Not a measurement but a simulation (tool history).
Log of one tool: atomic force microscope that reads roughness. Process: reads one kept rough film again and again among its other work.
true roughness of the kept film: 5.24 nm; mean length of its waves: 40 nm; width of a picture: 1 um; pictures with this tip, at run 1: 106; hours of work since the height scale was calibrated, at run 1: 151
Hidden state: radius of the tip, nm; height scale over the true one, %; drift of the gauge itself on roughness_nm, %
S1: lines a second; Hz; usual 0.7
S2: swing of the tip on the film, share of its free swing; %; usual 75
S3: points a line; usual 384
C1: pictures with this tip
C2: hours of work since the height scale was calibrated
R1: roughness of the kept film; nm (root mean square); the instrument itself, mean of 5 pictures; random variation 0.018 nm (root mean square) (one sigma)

run 1 day=0 | S1=0.7 S2=75 S3=384 | C1=106 C2=151 | R1=3.935
run 2 day=0.35 | S1=0.7 S2=75 S3=384 | C1=123 C2=158 | R1=3.839
run 3 day=0.604 | S1=0.7 S2=75 S3=384 | C1=135 C2=162 | R1=3.811
run 4 day=0.862 | S1=0.7 S2=75 S3=384 | C1=147 C2=167 | R1=3.785
run 5 day=1.204 | S1=0.7 S2=75 S3=989 | C1=164 C2=173 | R1=3.716
run 6 day=1.421 | S1=0.7 S2=75 S3=989 | C1=174 C2=176 | R1=3.69
-- day=1.662 new tip fitted
run 7 day=1.717 | S1=0.7 S2=62 S3=989 | C1=3 C2=181 | R1=4.481
run 8 day=2.029 | S1=0.926 S2=75 S3=384 | C1=18 C2=187 | R1=4.216
run 9 day=2.404 | S1=0.926 S2=75 S3=384 | C1=36 C2=193 | R1=4.171
run 10 day=2.704 | S1=0.926 S2=75 S3=384 | C1=50 C2=199 | R1=4.06
run 11 day=2.992 | S1=0.7 S2=75 S3=384 | C1=64 C2=204 | R1=4.063
run 12 day=3.179 | S1=0.7 S2=75 S3=384 | C1=73 C2=207 | R1=4.084
run 13 day=3.433 | S1=0.7 S2=75 S3=711 | C1=85 C2=211 | R1=4.024
run 14 day=3.742 | S1=0.7 S2=75 S3=711 | C1=99 C2=217 | R1=3.937
run 15 day=4.104 | S1=0.7 S2=75 S3=551 | C1=117 C2=223 | R1=3.834
run 16 day=4.308 | S1=0.7 S2=75 S3=551 | C1=126 C2=227 | R1=3.819
run 17 day=4.492 | S1=0.7 S2=75 S3=551 | C1=135 C2=230 | R1=3.787
run 18 day=4.792 | S1=0.7 S2=75 S3=551 | C1=149 C2=235 | R1=3.737
run 19 day=5.129 | S1=0.7 S2=75 S3=644 | C1=165 C2=241 | R1=3.681
run 20 day=5.433 | S1=0.7 S2=75 S3=644 | C1=180 C2=247 | R1=3.637
-- day=5.546 new tip fitted
run 21 day=5.792 | S1=0.7 S2=75 S3=644 | C1=12 C2=253 | R1=4.362
-- day=5.871 height scale calibrated on a step standard
run 22 day=6.183 | S1=0.7 S2=75 S3=644 | C1=28 C2=5 | R1=4.284
run 23 day=6.375 | S1=0.7 S2=75 S3=787 | C1=37 C2=9 | R1=4.256
run 24 day=6.721 | S1=0.7 S2=75 S3=384 | C1=54 C2=15 | R1=4.15
run 25 day=6.954 | S1=0.7 S2=75 S3=384 | C1=65 C2=19 | R1=4.084
-- day=7.217 height scale calibrated on a step standard, once more
run 26 day=7.283 | S1=0.7 S2=75 S3=384 | C1=79 C2=1 | R1=4.043
run 27 day=7.625 | S1=0.7 S2=75 S3=384 | C1=95 C2=7 | R1=3.967
run 28 day=8.012 | S1=1.167 S2=61 S3=597 | C1=113 C2=14 | R1=3.937
run 29 day=8.329 | S1=1.167 S2=61 S3=597 | C1=128 C2=20 | R1=3.918
run 30 day=8.546 | S1=2.26 S2=77 S3=384 | C1=139 C2=23 | R1=3.366
run 31 day=8.917 | S1=0.7 S2=84 S3=367 | C1=156 C2=30 | R1=3.621
run 32 day=9.167 | S1=0.7 S2=82 S3=356 | C1=168 C2=34 | R1=3.589
-- day=9.538 new tip fitted
run 33 day=9.588 | S1=0.7 S2=74 S3=868 | C1=2 C2=41 | R1=4.332
run 34 day=9.85 | S1=0.865 S2=74 S3=868 | C1=15 C2=46 | R1=4.257
run 35 day=10.121 | S1=0.865 S2=74 S3=868 | C1=28 C2=51 | R1=4.203
run 36 day=10.342 | S1=0.7 S2=72 S3=384 | C1=38 C2=55 | R1=4.209
run 37 day=10.712 | S1=1.302 S2=82 S3=419 | C1=56 C2=61 | R1=3.763
run 38 day=11.092 | S1=2.231 S2=80 S3=1008 | C1=74 C2=68 | R1=3.465
run 39 day=11.483 | S1=3.304 S2=75 S3=853 | C1=92 C2=75 | R1=3.324
run 40 day=11.679 | S1=3.304 S2=78 S3=853 | C1=102 C2=78 | R1=3.203
run 41 day=12.017 | S1=1.178 S2=75 S3=645 | C1=118 C2=84 | R1=3.716
run 42 day=12.212 | S1=3.52 S2=75 S3=645 | C1=127 C2=87 | R1=3.188
run 43 day=12.5 | S1=3.52 S2=75 S3=645 | C1=141 C2=92 | R1=3.141
run 44 day=12.833 | S1=1.069 S2=75 S3=384 | C1=157 C2=98 | R1=3.61
run 45 day=13.067 | S1=0.979 S2=58 S3=754 | C1=168 C2=102 | R1=3.79
run 46 day=13.325 | S1=0.651 S2=58 S3=262 | C1=180 C2=107 | R1=3.775
-- day=13.433 new tip fitted
run 47 day=13.721 | S1=0.7 S2=77 S3=633 | C1=14 C2=114 | R1=4.284
run 48 day=14.112 | S1=0.7 S2=75 S3=832 | C1=32 C2=120 | R1=4.198
run 49 day=14.417 | S1=0.7 S2=75 S3=339 | C1=47 C2=126 | R1=4.128
run 50 day=14.658 | S1=1.737 S2=75 S3=384 | C1=58 C2=130 | R1=3.818
run 51 day=14.888 | S1=1.737 S2=75 S3=384 | C1=69 C2=134 | R1=3.761
run 52 day=15.217 | S1=0.754 S2=67 S3=787 | C1=85 C2=140 | R1=4.027

Hidden state at the last listed run before each entry between runs and at the first one after, where it differs:
Between runs 6 and 7: new tip fitted (day 1.662)
  radius of the tip, nm: 27.2 -> 10.9; height scale over the true one, %: 0.27 -> 0.28
  measured less the result without the state, R1: -0.717 -> -0.034 nm (root mean square)
Between runs 20 and 21: new tip fitted (day 5.546)
  radius of the tip, nm: 28.4 -> 11.3
  measured less the result without the state, R1: -0.752 -> -0.051 nm (root mean square)
Between runs 21 and 22: height scale calibrated on a step standard (day 5.871)
  radius of the tip, nm: 11.3 -> 12.8; height scale over the true one, %: 0.34 -> 0.4
  measured less the result without the state, R1: -0.051 -> -0.121 nm (root mean square)
Between runs 25 and 26: height scale calibrated on a step standard, once more (day 7.217)
  radius of the tip, nm: 16.4 -> 17.8; height scale over the true one, %: 0.42 -> -0.13
  measured less the result without the state, R1: -0.28 -> -0.366 nm (root mean square)
Between runs 32 and 33: new tip fitted (day 9.538)
  radius of the tip, nm: 26.5 -> 10.9
  measured less the result without the state, R1: -0.682 -> -0.05 nm (root mean square)
Between runs 46 and 47: new tip fitted (day 13.433)
  radius of the tip, nm: 27.6 -> 12; height scale over the true one, %: -0.04 -> -0.03
  measured less the result without the state, R1: -0.764 -> -0.102 nm (root mean square)
